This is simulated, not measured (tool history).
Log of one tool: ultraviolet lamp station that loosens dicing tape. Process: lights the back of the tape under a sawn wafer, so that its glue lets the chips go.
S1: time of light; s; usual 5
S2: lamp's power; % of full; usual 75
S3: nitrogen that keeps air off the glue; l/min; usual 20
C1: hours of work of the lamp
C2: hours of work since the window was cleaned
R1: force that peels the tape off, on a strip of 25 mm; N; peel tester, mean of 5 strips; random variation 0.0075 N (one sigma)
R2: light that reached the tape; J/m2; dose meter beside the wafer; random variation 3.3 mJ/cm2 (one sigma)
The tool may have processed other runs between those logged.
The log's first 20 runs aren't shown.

run	hour	S1	S2	S3	C1	C2	R1	R2
21	146.7	4	88	21	146	515	0.355	4390
22	151.2	4	88	21	149	518	0.36	4350
23	157.3	3	85	25	153	522	0.598	3160
24	161.8	3	84	22	156	525	0.646	3130
25	168	5	76	8	160	529	0.638	4650
26	176.2	2	80	20	166	535	1.585	1950
# hour 183.3: window cleaned of glue's vapour
27	183.3	2	97	12	170	0	1.392	2640
28	190.2	3	71	9	175	5	1.449	2890
29	195.2	9	78	9	178	8	0.222	9550
30	203.9	8	84	8	184	14	0.239	9180
31	211.1	6	75	22	189	19	0.231	6170
32	217.3	3	61	27	193	23	0.884	2460

Here are 4 independent what-if runs from the current tool condition. What would each one return?
A	226.1	7	73	32	199	28	?	?
B	226.1	3	76	27	199	28	?	?
C	226.1	5	66	19	199	28	?	?
D	226.1	4	61	26	199	28	?	?

run	R1	R2
A	0.208	6910
B	0.584	3090
C	0.36	4450
D	0.506	3300
With no hidden state in the tool, these same runs would have given:
run	R1	R2
A	0.206	7120
B	0.551	3190
C	0.343	4590
D	0.477	3400
